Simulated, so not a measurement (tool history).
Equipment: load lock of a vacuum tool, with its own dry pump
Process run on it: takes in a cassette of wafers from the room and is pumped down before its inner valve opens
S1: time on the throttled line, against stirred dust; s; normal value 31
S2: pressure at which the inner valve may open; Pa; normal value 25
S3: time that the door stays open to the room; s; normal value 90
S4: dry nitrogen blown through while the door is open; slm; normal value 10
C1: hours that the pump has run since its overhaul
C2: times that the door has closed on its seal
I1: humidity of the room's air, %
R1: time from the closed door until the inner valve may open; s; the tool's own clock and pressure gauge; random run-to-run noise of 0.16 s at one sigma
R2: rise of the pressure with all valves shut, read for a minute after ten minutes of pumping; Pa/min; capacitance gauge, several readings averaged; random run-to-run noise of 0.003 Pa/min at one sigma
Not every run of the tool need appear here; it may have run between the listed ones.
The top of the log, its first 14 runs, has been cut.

Run 15, hour 2086.1: usual settings but S4 28 slm; C1 5174; C2 9808; I1 44.4. Result: R1 61.1 s, R2 0.039 Pa/min.
Run 16, hour 2285.5: usual settings but S4 28 slm; C1 5373; C2 10214; I1 47.2. Result: R1 61.3 s, R2 0.043 Pa/min.
Run 17, hour 2479.1: usual settings but S2 21 Pa, S4 28 slm; C1 5567; C2 10609; I1 43.3. Result: R1 62.4 s, R2 0.046 Pa/min.
Run 18, hour 2665.6: usual settings but S1 25 s, S2 21 Pa, S4 28 slm; C1 5753; C2 10988; I1 45.4. Result: R1 57.8 s, R2 0.042 Pa/min.
Run 19, hour 2757.9: usual settings but S1 25 s, S2 21 Pa, S4 28 slm; C1 5846; C2 11176; I1 48.5. Result: R1 57.6 s, R2 0.044 Pa/min.
Run 20, hour 2862.1: usual settings but S1 25 s, S2 21 Pa, S4 28 slm; C1 5950; C2 11389; I1 47.4. Result: R1 57.8 s, R2 0.040 Pa/min.
Run 21, hour 3066.0: usual settings but S1 30 s, S2 39 Pa, S3 187 s, S4 4 slm; C1 6154; C2 11804; I1 42.8. Result: R1 58.8 s, R2 0.084 Pa/min.
Run 22, hour 3202.9: usual settings but S1 30 s, S2 39 Pa, S3 187 s, S4 4 slm; C1 6291; C2 12083; I1 44.6. Result: R1 58.6 s, R2 0.089 Pa/min.
Run 23, hour 3350.7: usual settings but S1 30 s, S2 39 Pa, S3 187 s, S4 4 slm; C1 6439; C2 12384; I1 44.0. Result: R1 58.9 s, R2 0.082 Pa/min.
Run 24, hour 3521.3: usual settings but S1 41 s, S2 46 Pa, S3 98 s, S4 26 slm; C1 6609; C2 12731; I1 40.8. Result: R1 66.1 s, R2 0.048 Pa/min.
Run 25, hour 3645.8: usual settings but S1 39 s, S3 98 s; C1 6734; C2 12985; I1 46.2. Result: R1 67.6 s, R2 0.062 Pa/min.
Run 26, hour 3838.2: usual settings but S1 17 s, S3 98 s, S4 14 slm; C1 6926; C2 13377; I1 45.7. Result: R1 51.5 s, R2 0.060 Pa/min.
Run 27, hour 3991.5: usual settings but S1 21 s, S3 98 s, S4 14 slm; C1 7079; C2 13689; I1 46.5. Result: R1 54.4 s, R2 0.062 Pa/min.
Run 28, hour 4075.4: usual settings but S2 37 Pa, S3 27 s, S4 15 slm; C1 7163; C2 13860; I1 45.1. Result: R1 59.8 s, R2 0.043 Pa/min.
Run 29, hour 4162.3: usual settings but S2 37 Pa, S3 27 s, S4 15 slm; C1 7250; C2 14037; I1 44.1. Result: R1 60.0 s, R2 0.042 Pa/min.
Run 30, hour 4291.5: usual settings but S1 46 s, S2 29 Pa, S3 98 s, S4 41 slm; C1 7379; C2 14300; I1 49.5. Result: R1 72.4 s, R2 0.047 Pa/min.
Run 31, hour 4442.9: usual settings but S1 34 s, S2 21 Pa, S4 27 slm; C1 7531; C2 14609; I1 43.0. Result: R1 65.1 s, R2 0.053 Pa/min.
Run 32, hour 4590.7: usual settings but S1 22 s, S2 21 Pa, S4 4 slm; C1 7679; C2 14910; I1 42.2. Result: R1 56.3 s, R2 0.060 Pa/min.
Run 33, hour 4788.1: usual settings but S1 49 s, S3 195 s; C1 7876; C2 15312; I1 44.1. Result: R1 74.9 s, R2 0.079 Pa/min.
Run 34, hour 4955.1: usual settings but S1 49 s, S3 195 s; C1 8043; C2 15652; I1 48.9. Result: R1 75.4 s, R2 0.087 Pa/min.
Run 35, hour 5133.5: usual settings but S2 42 Pa, S3 174 s; C1 8221; C2 16015; I1 43.3. Result: R1 59.8 s, R2 0.085 Pa/min.
Run 36, hour 5229.7: usual settings but S1 37 s, S2 37 Pa, S3 174 s; C1 8318; C2 16211; I1 45.2. Result: R1 64.7 s, R2 0.082 Pa/min.

5 options for the next run, each taken on its own from the tool as it stands now. Forecast them:
Run A, hour 5421.4: usual settings but S1 37 s, S2 37 Pa, S3 42 s; C1 8509; C2 16602; I1 41.8. Result: R1 ?, R2 ?.
Run B, hour 5421.4: usual settings but S4 27 slm; C1 8509; C2 16602; I1 46.4. Result: R1 ?, R2 ?.
Run C, hour 5421.4: usual settings but S2 32 Pa; C1 8509; C2 16602; I1 42.4. Result: R1 ?, R2 ?.
Run D, hour 5421.4: usual settings but S3 151 s, S4 23 slm; C1 8509; C2 16602; I1 47.7. Result: R1 ?, R2 ?.
Run E, hour 5421.4: usual settings but S4 11 slm; C1 8509; C2 16602; I1 43.9. Result: R1 ?, R2 ?.

run    R1     R2
  A  64.8  0.055
  B  62.2  0.057
  C  61.2  0.068
  D  62.5  0.070
  E  62.1  0.065
Without the tool's unlogged condition, the same runs would have read:
run    R1     R2
  A  62.3  0.020
  B  59.4  0.021
  C  58.5  0.033
  D  59.6  0.034
  E  59.3  0.030
